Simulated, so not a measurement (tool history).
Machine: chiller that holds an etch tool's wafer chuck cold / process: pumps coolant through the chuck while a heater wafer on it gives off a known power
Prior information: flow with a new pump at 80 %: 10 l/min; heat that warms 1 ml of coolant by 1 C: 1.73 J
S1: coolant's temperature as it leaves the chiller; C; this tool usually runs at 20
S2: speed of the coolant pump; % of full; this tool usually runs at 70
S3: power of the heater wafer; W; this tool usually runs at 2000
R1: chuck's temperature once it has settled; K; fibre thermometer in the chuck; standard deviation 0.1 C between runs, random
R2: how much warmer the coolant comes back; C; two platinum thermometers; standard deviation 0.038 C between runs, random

run,hour,S1,S2,S3,R1,R2
1,0,20,70,2000,310.95,7.9
2,75.3,20,70,2000,311.05,7.97
3,152.4,20,70,2000,311.05,7.97
4,253.9,20,99,2000,307.05,5.67
5,372,20,70,2000,310.85,8.02
6,484.7,20,88,1624,305.65,5.29
7,557.6,15,71,1924,305.05,7.66
8,630.4,12,81,1732,298.95,6.11
9,731.1,20,85,1985,308.55,6.66
10,817.3,20,85,1985,308.75,6.67

Forecast each of these 5 alternatives for the next run:
A,930.7,25,85,2531,?,?
B,930.7,17,70,1470,?,?
C,930.7,20,62,2000,?,?
D,930.7,20,70,1826,?,?
E,930.7,11,85,1615,?,?

run,R1,R2
A,317.85,8.52
B,303.35,6.09
C,312.55,9.16
D,309.45,7.4
E,296.75,5.49
Without the tool's hidden state the same runs would have given:
run,R1,R2
A,317.85,8.29
B,303.35,5.87
C,312.55,8.94
D,309.45,7.18
E,296.75,5.27
